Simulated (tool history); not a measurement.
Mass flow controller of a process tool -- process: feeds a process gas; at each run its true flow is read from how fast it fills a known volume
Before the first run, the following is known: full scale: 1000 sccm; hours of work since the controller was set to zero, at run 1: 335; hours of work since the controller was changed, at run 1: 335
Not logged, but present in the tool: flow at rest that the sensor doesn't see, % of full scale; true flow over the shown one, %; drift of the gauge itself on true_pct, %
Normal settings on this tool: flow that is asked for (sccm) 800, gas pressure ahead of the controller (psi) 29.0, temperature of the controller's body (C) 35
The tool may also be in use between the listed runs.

run    hour  flow that is asked for (sccm)  gas pressure ahead of the controller (psi)  temperature of the controller's body (C)  hours of work since the controller was set to zero  hours of work since the controller was changed  true flow (%)
  1     0.0                            800                                        29.0                                        35                                                 335                                             335          98.14
  2   223.6                            800                                        29.0                                        35                                                 433                                             433          98.32
  3   354.3                            800                                        29.0                                        35                                                 490                                             490          98.30
  4   458.9                            800                                        29.0                                        35                                                 535                                             535          98.34
  5   683.4                            800                                        29.0                                        35                                                 633                                             633          98.26
  6   834.4                            800                                        29.0                                        35                                                 698                                             698          98.28
  7   929.9                            800                                        29.0                                        35                                                 740                                             740          98.20
  8  1053.3                            800                                        29.0                                        35                                                 794                                             794          98.35
  9  1156.6                            800                                        23.5                                        35                                                 839                                             839          98.18
 10  1346.2                            195                                        29.0                                        35                                                 921                                             921          96.73
 11  1447.8                            195                                        29.0                                        23                                                 965                                             965          97.93
 12  1560.6                            195                                        29.0                                        23                                                1014                                            1014          97.78
 13  1685.1                            195                                        29.0                                        23                                                1068                                            1068          97.90
 14  1855.4                            278                                        29.0                                        23                                                1142                                            1142          98.28
 15  2010.5                            800                                        27.4                                        35                                                1210                                            1210          98.46
 16  2180.2                            869                                        29.0                                        35                                                1284                                            1284          98.75
 17  2284.0                            869                                        29.0                                        35                                                1329                                            1329          98.39
 18  2459.8                            869                                        29.0                                        35                                                1405                                            1405          98.68
 19  2616.3                            869                                        29.0                                        35                                                1473                                            1473          98.78
 20  2813.6                            869                                        29.0                                        35                                                1559                                            1559          98.61
 21  2948.0                            869                                        29.0                                        35                                                1618                                            1618          98.62
 22  3077.2                            800                                        29.0                                        35                                                1674                                            1674          98.54
 23  3243.6                            800                                        29.0                                        21                                                1746                                            1746          99.93
 24  3450.2                            800                                        29.0                                        21                                                1836                                            1836         100.04
 25  3680.2                            800                                        34.1                                        24                                                1936                                            1936          99.84
 26  3903.8                            827                                        21.6                                        38                                                2034                                            2034          97.90
 27  4042.4                            547                                        21.5                                        21                                                2094                                            2094          98.88
 28  4160.2                            547                                        25.5                                        21                                                2145                                            2145          99.01
 29  4291.4                            644                                        22.5                                        34                                                2202                                            2202          98.04
 30  4476.8                            918                                        32.3                                        27                                                2283                                            2283         100.02
 31  4698.3                            918                                        32.3                                        27                                                2379                                            2379          99.87
 32  4892.4                            918                                        40.3                                        28                                                2464                                            2464         100.27
 33  5102.6                            918                                        40.3                                        28                                                2555                                            2555         100.26
 34  5313.2                            800                                        25.4                                        32                                                2647                                            2647          98.73
 35  5442.4                            257                                        29.0                                        35                                                2703                                            2703          97.41
 36  5539.4                            800                                        27.7                                        35                                                2745                                            2745          98.65
 37  5666.4                            123                                        27.7                                        27                                                2800                                            2800          98.39
 38  5844.3                            800                                        39.3                                        23                                                2878                                            2878         100.51
 39  5947.2                            284                                        31.9                                        30                                                2922                                            2922          98.13
 40  6076.5                            800                                        29.9                                        35                                                2979                                            2979          98.88
 41  6199.1                            800                                        29.9                                        35                                                3032                                            3032          98.74
 42  6399.6                            167                                        29.0                                        35                                                3119                                            3119          97.49
 43  6522.9                            833                                        31.9                                        30                                                3173                                            3173          99.55
 44  6654.4                            833                                        31.9                                        30                                                3230                                            3230          99.65
 45  6805.5                            633                                        22.0                                        21                                                3296                                            3296          99.37
 46  7029.3                            439                                        32.6                                        25                                                3393                                            3393          99.00
 47  7177.5                            439                                        32.6                                        25                                                3458                                            3458          98.98
 48  7370.9                            439                                        32.6                                        25                                                3542                                            3542          99.15

Subtracting, for every run, the result it would have given without the tool's unlogged condition from the measured result gives the following. The same run-to-run variation enters both numbers; the gauge's scatter may not:
run  true flow (%)
  1          -0.13
  2          -0.11
  3          -0.10
  4          -0.09
  5          -0.08
  6          -0.06
  7          -0.05
  8          -0.04
  9          -0.04
 10          +0.26
 11          +0.28
 12          +0.30
 13          +0.32
 14          +0.22
 15          +0.03
 16          +0.04
 17          +0.04
 18          +0.06
 19          +0.07
 20          +0.09
 21          +0.10
 22          +0.13
 23          +0.14
 24          +0.16
 25          +0.17
 26          +0.18
 27          +0.27
 28          +0.28
 29          +0.26
 30          +0.21
 31          +0.23
 32          +0.25
 33          +0.26
 34          +0.31
 35          +0.73
 36          +0.32
 37          +1.43
 38          +0.35
 39          +0.73
 40          +0.37
 41          +0.38
 42          +1.22
 43          +0.39
 44          +0.40
 45          +0.48
 46          +0.63
 47          +0.65
 48          +0.67
